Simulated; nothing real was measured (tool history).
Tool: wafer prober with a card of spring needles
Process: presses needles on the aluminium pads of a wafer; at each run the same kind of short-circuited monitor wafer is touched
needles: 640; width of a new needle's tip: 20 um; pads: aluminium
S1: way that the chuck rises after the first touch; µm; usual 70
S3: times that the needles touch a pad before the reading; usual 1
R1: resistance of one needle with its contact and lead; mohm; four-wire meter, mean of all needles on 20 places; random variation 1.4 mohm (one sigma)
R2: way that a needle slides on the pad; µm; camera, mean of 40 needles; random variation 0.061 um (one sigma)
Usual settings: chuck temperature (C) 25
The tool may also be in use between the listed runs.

{"run": 1, "hour": 0.0, "S1": 70, "chuck temperature (C)": 25, "S3": 1, "R1": 137, "R2": 16.23}
{"hour": 3.7, "done": "tips cleaned on abrasive film"}
{"hour": 7.4, "done": "tips cleaned on abrasive film"}
{"hour": 12.0, "done": "tips cleaned on abrasive film"}
{"hour": 15.7, "done": "tips cleaned on abrasive film"}
{"hour": 20.4, "done": "tips cleaned on abrasive film"}
{"run": 2, "hour": 20.7, "S1": 70, "chuck temperature (C)": 25, "S3": 1, "R1": 137, "R2": 16.14}
{"hour": 24.4, "done": "tips cleaned on abrasive film"}
{"hour": 28.1, "done": "tips cleaned on abrasive film"}
{"hour": 32.7, "done": "tips cleaned on abrasive film"}
{"run": 3, "hour": 34.1, "S1": 70, "chuck temperature (C)": 25, "S3": 1, "R1": 139, "R2": 16.14}
{"hour": 37.0, "done": "tips cleaned on abrasive film"}
{"hour": 40.7, "done": "tips cleaned on abrasive film"}
{"hour": 44.4, "done": "tips cleaned on abrasive film"}
{"hour": 49.0, "done": "tips cleaned on abrasive film"}
{"run": 4, "hour": 49.9, "S1": 70, "chuck temperature (C)": 25, "S3": 1, "R1": 141, "R2": 15.84}
{"hour": 53.6, "done": "tips cleaned on abrasive film"}
{"hour": 57.3, "done": "tips cleaned on abrasive film"}
{"hour": 61.0, "done": "tips cleaned on abrasive film"}
{"hour": 65.6, "done": "tips cleaned on abrasive film"}
{"hour": 70.2, "done": "tips cleaned on abrasive film"}
{"run": 5, "hour": 72.2, "S1": 57, "chuck temperature (C)": 25, "S3": 1, "R1": 152, "R2": 12.72}
{"hour": 74.1, "done": "tips cleaned on abrasive film"}
{"hour": 78.7, "done": "tips cleaned on abrasive film"}
{"hour": 83.3, "done": "tips cleaned on abrasive film"}
{"hour": 87.4, "done": "tips cleaned on abrasive film"}
{"hour": 87.7, "done": "height of the first contact set anew"}
{"run": 6, "hour": 87.7, "S1": 57, "chuck temperature (C)": 25, "S3": 1, "R1": 137, "R2": 13.79}
{"hour": 91.4, "done": "tips cleaned on abrasive film"}
{"hour": 96.0, "done": "tips cleaned on abrasive film"}
{"hour": 99.8, "done": "tips cleaned on abrasive film"}
{"run": 7, "hour": 103.2, "S1": 57, "chuck temperature (C)": 25, "S3": 1, "R1": 156, "R2": 13.72}
{"hour": 104.2, "done": "tips cleaned on abrasive film"}
{"hour": 108.8, "done": "tips cleaned on abrasive film"}
{"hour": 113.4, "done": "tips cleaned on abrasive film"}
{"hour": 118.0, "done": "tips cleaned on abrasive film"}
{"hour": 121.7, "done": "tips cleaned on abrasive film"}
{"run": 8, "hour": 123.2, "S1": 57, "chuck temperature (C)": 25, "S3": 1, "R1": 149, "R2": 13.67}
{"hour": 126.0, "done": "tips cleaned on abrasive film"}
{"hour": 129.7, "done": "tips cleaned on abrasive film"}
{"hour": 134.3, "done": "tips cleaned on abrasive film"}
{"run": 9, "hour": 136.7, "S1": 57, "chuck temperature (C)": 25, "S3": 3, "R1": 142, "R2": 13.62}
{"hour": 138.6, "done": "tips cleaned on abrasive film"}
{"hour": 143.2, "done": "tips cleaned on abrasive film"}
{"hour": 146.9, "done": "tips cleaned on abrasive film"}
{"hour": 151.5, "done": "tips cleaned on abrasive film"}
{"run": 10, "hour": 153.3, "S1": 57, "chuck temperature (C)": 25, "S3": 2, "R1": 146, "R2": 13.55}
{"hour": 156.1, "done": "tips cleaned on abrasive film"}
{"hour": 159.8, "done": "tips cleaned on abrasive film"}
{"hour": 163.8, "done": "tips cleaned on abrasive film"}
{"run": 11, "hour": 163.8, "S1": 57, "chuck temperature (C)": 25, "S3": 2, "R1": 140, "R2": 13.47}
{"hour": 168.4, "done": "tips cleaned on abrasive film"}
{"hour": 172.1, "done": "tips cleaned on abrasive film"}
{"hour": 176.7, "done": "tips cleaned on abrasive film"}
{"hour": 181.3, "done": "tips cleaned on abrasive film"}
{"run": 12, "hour": 181.4, "S1": 70, "chuck temperature (C)": 25, "S3": 1, "R1": 134, "R2": 16.51}
{"hour": 185.1, "done": "tips cleaned on abrasive film"}
{"hour": 188.8, "done": "tips cleaned on abrasive film"}
{"hour": 193.4, "done": "tips cleaned on abrasive film"}
{"run": 13, "hour": 196.5, "S1": 70, "chuck temperature (C)": 25, "S3": 1, "R1": 148, "R2": 16.46}
{"hour": 197.5, "done": "tips cleaned on abrasive film"}
{"hour": 201.2, "done": "tips cleaned on abrasive film"}
{"hour": 205.8, "done": "tips cleaned on abrasive film"}
{"hour": 210.4, "done": "tips cleaned on abrasive film"}
{"run": 14, "hour": 213.6, "S1": 70, "chuck temperature (C)": 25, "S3": 1, "R1": 148, "R2": 16.45}
{"hour": 214.6, "done": "tips cleaned on abrasive film"}
{"hour": 218.3, "done": "tips cleaned on abrasive film"}
{"hour": 222.9, "done": "tips cleaned on abrasive film"}
{"hour": 227.6, "done": "tips cleaned on abrasive film"}
{"hour": 232.2, "done": "tips cleaned on abrasive film"}
{"hour": 235.9, "done": "tips cleaned on abrasive film"}
{"run": 15, "hour": 235.9, "S1": 70, "chuck temperature (C)": 64, "S3": 1, "R1": 142, "R2": 16.3}
{"hour": 239.6, "done": "tips cleaned on abrasive film"}
{"hour": 243.3, "done": "tips cleaned on abrasive film"}
{"hour": 247.9, "done": "tips cleaned on abrasive film"}
{"hour": 251.6, "done": "tips cleaned on abrasive film"}
{"run": 16, "hour": 252.4, "S1": 70, "chuck temperature (C)": 64, "S3": 1, "R1": 144, "R2": 16.23}
{"hour": 256.1, "done": "tips cleaned on abrasive film"}
{"hour": 260.7, "done": "tips cleaned on abrasive film"}
{"hour": 265.3, "done": "tips cleaned on abrasive film"}
{"run": 17, "hour": 266.2, "S1": 70, "chuck temperature (C)": 97, "S3": 3, "R1": 150, "R2": 16.19}
{"hour": 269.9, "done": "tips cleaned on abrasive film"}
{"hour": 274.5, "done": "tips cleaned on abrasive film"}
{"run": 18, "hour": 277.8, "S1": 50, "chuck temperature (C)": 75, "S3": 1, "R1": 177, "R2": 11.35}
{"hour": 278.9, "done": "tips cleaned on abrasive film"}
{"hour": 283.5, "done": "tips cleaned on abrasive film"}
{"hour": 288.1, "done": "tips cleaned on abrasive film"}
{"run": 19, "hour": 288.5, "S1": 50, "chuck temperature (C)": 75, "S3": 1, "R1": 158, "R2": 11.25}
{"hour": 292.2, "done": "tips cleaned on abrasive film"}
{"hour": 296.8, "done": "tips cleaned on abrasive film"}
{"hour": 300.5, "done": "tips cleaned on abrasive film"}
{"hour": 305.1, "done": "tips cleaned on abrasive film"}
{"run": 20, "hour": 307.2, "S1": 50, "chuck temperature (C)": 75, "S3": 1, "R1": 173, "R2": 11.14}
{"hour": 309.1, "done": "tips cleaned on abrasive film"}
{"hour": 313.7, "done": "tips cleaned on abrasive film"}
{"hour": 318.4, "done": "tips cleaned on abrasive film"}
{"hour": 323.0, "done": "tips cleaned on abrasive film"}
{"run": 21, "hour": 326.3, "S1": 64, "chuck temperature (C)": 89, "S3": 1, "R1": 167, "R2": 14.41}
{"hour": 327.3, "done": "tips cleaned on abrasive film"}
{"hour": 332.0, "done": "tips cleaned on abrasive film"}
{"hour": 336.6, "done": "tips cleaned on abrasive film"}
{"hour": 341.2, "done": "tips cleaned on abrasive film"}
{"hour": 345.8, "done": "tips cleaned on abrasive film"}
{"run": 22, "hour": 345.8, "S1": 57, "chuck temperature (C)": 112, "S3": 2, "R1": 156, "R2": 12.73}
{"hour": 349.6, "done": "tips cleaned on abrasive film"}
{"hour": 353.3, "done": "tips cleaned on abrasive film"}
{"hour": 357.0, "done": "tips cleaned on abrasive film"}
{"hour": 361.6, "done": "tips cleaned on abrasive film"}
{"hour": 362.8, "done": "height of the first contact set anew"}
{"run": 23, "hour": 364.3, "S1": 57, "chuck temperature (C)": 112, "S3": 2, "R1": 161, "R2": 13.79}
{"hour": 366.2, "done": "tips cleaned on abrasive film"}
{"hour": 369.9, "done": "tips cleaned on abrasive film"}
{"hour": 374.5, "done": "tips cleaned on abrasive film"}
{"hour": 378.2, "done": "tips cleaned on abrasive film"}
{"hour": 382.8, "done": "tips cleaned on abrasive film"}
{"run": 24, "hour": 385.5, "S1": 59, "chuck temperature (C)": 49, "S3": 2, "R1": 156, "R2": 14.18}
{"hour": 387.4, "done": "tips cleaned on abrasive film"}
{"hour": 391.1, "done": "tips cleaned on abrasive film"}
{"hour": 395.7, "done": "tips cleaned on abrasive film"}
{"run": 25, "hour": 398.0, "S1": 50, "chuck temperature (C)": 85, "S3": 2, "R1": 166, "R2": 12.01}
{"hour": 399.9, "done": "tips cleaned on abrasive film"}
{"hour": 404.6, "done": "tips cleaned on abrasive film"}
{"hour": 408.3, "done": "tips cleaned on abrasive film"}
{"hour": 412.9, "done": "tips cleaned on abrasive film"}
{"run": 26, "hour": 415.8, "S1": 50, "chuck temperature (C)": 85, "S3": 2, "R1": 168, "R2": 11.8}
{"hour": 416.8, "done": "tips cleaned on abrasive film"}
{"hour": 421.4, "done": "tips cleaned on abrasive film"}
{"hour": 426.0, "done": "tips cleaned on abrasive film"}
{"hour": 430.6, "done": "tips cleaned on abrasive film"}
{"run": 27, "hour": 431.4, "S1": 50, "chuck temperature (C)": 85, "S3": 2, "R1": 159, "R2": 11.72}

3 ways to go on from here, each from the tool as it stands after run 27. What would each give?
{"hour": 435.1, "done": "tips cleaned on abrasive film"}
{"hour": 439.7, "done": "tips cleaned on abrasive film"}
{"hour": 444.3, "done": "tips cleaned on abrasive film"}
{"hour": 448.9, "done": "tips cleaned on abrasive film"}
{"run": "A", "hour": 451.3, "S1": 52, "chuck temperature (C)": 25, "S3": 1, "R1": "?", "R2": "?"}
{"hour": 435.1, "done": "tips cleaned on abrasive film"}
{"hour": 439.7, "done": "tips cleaned on abrasive film"}
{"hour": 444.3, "done": "tips cleaned on abrasive film"}
{"hour": 448.9, "done": "tips cleaned on abrasive film"}
{"run": "B", "hour": 451.3, "S1": 50, "chuck temperature (C)": 30, "S3": 2, "R1": "?", "R2": "?"}
{"hour": 435.1, "done": "tips cleaned on abrasive film"}
{"hour": 439.7, "done": "tips cleaned on abrasive film"}
{"hour": 444.3, "done": "tips cleaned on abrasive film"}
{"hour": 448.9, "done": "tips cleaned on abrasive film"}
{"run": "C", "hour": 451.3, "S1": 69, "chuck temperature (C)": 75, "S3": 2, "R1": "?", "R2": "?"}

run=A R1=161 R2=12.35
run=B R1=158 R2=11.77
run=C R1=152 R2=16.39
Without the tool's hidden state the same runs would have given:
run=A R1=134 R2=12.7
run=B R1=137 R2=12.12
run=C R1=139 R2=16.74
